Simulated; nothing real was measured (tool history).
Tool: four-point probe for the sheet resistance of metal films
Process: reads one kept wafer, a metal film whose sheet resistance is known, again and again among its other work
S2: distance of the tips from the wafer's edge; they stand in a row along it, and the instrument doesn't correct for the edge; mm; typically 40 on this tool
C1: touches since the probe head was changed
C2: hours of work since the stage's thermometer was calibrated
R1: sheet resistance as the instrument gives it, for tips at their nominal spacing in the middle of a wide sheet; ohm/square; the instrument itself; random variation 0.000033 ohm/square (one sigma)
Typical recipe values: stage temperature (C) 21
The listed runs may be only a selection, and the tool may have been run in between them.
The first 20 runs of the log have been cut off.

run 21 hour=271.7 | stage_temperature_(C)=20 S2=4 | C1=37241 C2=221 | R1=0.172160
run 22 hour=281.0 | stage_temperature_(C)=20 S2=4 | C1=37486 C2=225 | R1=0.172098
run 23 hour=294.7 | stage_temperature_(C)=20 S2=4 | C1=37846 C2=232 | R1=0.172115
run 24 hour=307.5 | stage_temperature_(C)=34 S2=58 | C1=38181 C2=238 | R1=0.163985
run 25 hour=317.0 | stage_temperature_(C)=33 S2=5 | C1=38430 C2=242 | R1=0.169355
run 26 hour=327.8 | stage_temperature_(C)=24 S2=9 | C1=38715 C2=247 | R1=0.165485
run 27 hour=339.0 | stage_temperature_(C)=23 S2=9 | C1=39008 C2=253 | R1=0.165491
run 28 hour=354.0 | stage_temperature_(C)=21 S2=3 | C1=39401 C2=260 | R1=0.177970
run 29 hour=368.1 | stage_temperature_(C)=33 S2=39 | C1=39772 C2=266 | R1=0.164052
run 30 hour=383.7 | stage_temperature_(C)=18 S2=12 | C1=40182 C2=274 | R1=0.164661
run 31 hour=396.2 | stage_temperature_(C)=18 S2=12 | C1=40509 C2=280 | R1=0.164712
run 32 hour=413.0 | stage_temperature_(C)=22 S2=43 | C1=40950 C2=287 | R1=0.163865
run 33 hour=421.9 | stage_temperature_(C)=19 S2=40 | C1=41185 C2=292 | R1=0.163806
run 34 hour=435.8 | stage_temperature_(C)=19 S2=40 | C1=41548 C2=298 | R1=0.163837
run 35 hour=447.1 | stage_temperature_(C)=18 S2=6 | C1=41847 C2=304 | R1=0.167535

Alternative continuations, all from the tool just after run 35; predict every row:
run A hour=457.7 | stage_temperature_(C)=34 S2=6 | C1=42125 C2=309 | R1=?
run B hour=457.7 | stage_temperature_(C)=18 S2=15 | C1=42125 C2=309 | R1=?
run C hour=457.7 | stage_temperature_(C)=34 S2=8 | C1=42125 C2=309 | R1=?
run D hour=457.7 | stage_temperature_(C)=24 S2=70 | C1=42125 C2=309 | R1=?
run E hour=457.7 | stage_temperature_(C)=33 S2=14 | C1=42125 C2=309 | R1=?

run=A R1=0.167849
run=B R1=0.164392
run=C R1=0.166165
run=D R1=0.163832
run=E R1=0.164718
Without the tool's hidden state the same runs would have given:
run=A R1=0.167128
run=B R1=0.163686
run=C R1=0.165451
run=D R1=0.163127
run=E R1=0.164010
